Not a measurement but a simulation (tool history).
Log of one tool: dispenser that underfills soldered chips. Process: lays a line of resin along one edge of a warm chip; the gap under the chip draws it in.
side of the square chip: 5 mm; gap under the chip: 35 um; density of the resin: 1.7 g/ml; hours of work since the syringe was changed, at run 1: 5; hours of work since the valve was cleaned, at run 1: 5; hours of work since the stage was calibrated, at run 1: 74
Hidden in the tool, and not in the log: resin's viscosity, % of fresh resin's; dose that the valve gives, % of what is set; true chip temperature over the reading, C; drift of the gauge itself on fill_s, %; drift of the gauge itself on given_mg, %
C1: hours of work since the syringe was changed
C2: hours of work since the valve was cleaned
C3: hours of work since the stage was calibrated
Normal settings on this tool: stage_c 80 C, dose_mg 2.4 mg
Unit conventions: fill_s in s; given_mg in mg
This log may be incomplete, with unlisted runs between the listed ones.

run 1 hour=0 | stage_c=80 dose_mg=2.4 | C1=5 C2=5 C3=74 | fill_s=40 given_mg=2.375
run 2 hour=4.9 | stage_c=80 dose_mg=2.4 | C1=8 C2=8 C3=78 | fill_s=49.1 given_mg=2.368
-- hour=7.2 new syringe of resin
run 3 hour=11.6 | stage_c=80 dose_mg=2.4 | C1=3 C2=13 C3=82 | fill_s=36.5 given_mg=2.37
run 4 hour=17.2 | stage_c=80 dose_mg=2.4 | C1=7 C2=17 C3=86 | fill_s=46.1 given_mg=2.367
-- hour=21.1 new syringe of resin
run 5 hour=23.8 | stage_c=80 dose_mg=2.06 | C1=2 C2=22 C3=91 | fill_s=34 given_mg=2.038
run 6 hour=30.3 | stage_c=80 dose_mg=2.42 | C1=7 C2=27 C3=96 | fill_s=43.6 given_mg=2.368
run 7 hour=33.2 | stage_c=80 dose_mg=2.42 | C1=9 C2=29 C3=98 | fill_s=48.2 given_mg=2.375
-- hour=35 new syringe of resin
run 8 hour=36.6 | stage_c=80 dose_mg=2.42 | C1=1 C2=31 C3=100 | fill_s=32.8 given_mg=2.375
run 9 hour=41.8 | stage_c=80 dose_mg=2.42 | C1=5 C2=35 C3=104 | fill_s=39.6 given_mg=2.357
run 10 hour=46.8 | stage_c=83 dose_mg=2.4 | C1=9 C2=39 C3=108 | fill_s=41.1 given_mg=2.325
-- hour=48.7 new syringe of resin
run 11 hour=50.1 | stage_c=83 dose_mg=2.4 | C1=1 C2=41 C3=110 | fill_s=28.2 given_mg=2.323
run 12 hour=56.1 | stage_c=80 dose_mg=2.4 | C1=6 C2=45 C3=114 | fill_s=40.4 given_mg=2.314
run 13 hour=59.1 | stage_c=80 dose_mg=2.4 | C1=8 C2=47 C3=117 | fill_s=44.5 given_mg=2.32
-- hour=62.5 new syringe of resin
run 14 hour=65 | stage_c=80 dose_mg=2.4 | C1=2 C2=51 C3=121 | fill_s=31.9 given_mg=2.311
run 15 hour=68.7 | stage_c=80 dose_mg=2.4 | C1=5 C2=54 C3=123 | fill_s=36.8 given_mg=2.315
run 16 hour=75 | stage_c=89 dose_mg=2.4 | C1=9 C2=59 C3=128 | fill_s=31.8 given_mg=2.301
-- hour=76.2 new syringe of resin
run 17 hour=81.2 | stage_c=80 dose_mg=2.12 | C1=4 C2=63 C3=132 | fill_s=37.8 given_mg=2.03
run 18 hour=84.5 | stage_c=80 dose_mg=2.4 | C1=6 C2=66 C3=135 | fill_s=42.1 given_mg=2.298
run 19 hour=87.7 | stage_c=94 dose_mg=2.4 | C1=9 C2=68 C3=137 | fill_s=23.7 given_mg=2.299
-- hour=90 new syringe of resin
run 20 hour=93.5 | stage_c=69 dose_mg=2.21 | C1=3 C2=72 C3=141 | fill_s=64.3 given_mg=2.084

The next listed run, before its measurement:
run 21 hour=97.1 | stage_c=94 dose_mg=2.51 | C1=5 C2=75 C3=144 | fill_s=? given_mg=?

{"run 21": {"fill_s": 20.1, "given_mg": 2.371}}
With the hidden condition absent and the run-to-run variation left alone, this run would have shown fill_s 15.7 s, given_mg 2.5 mg.
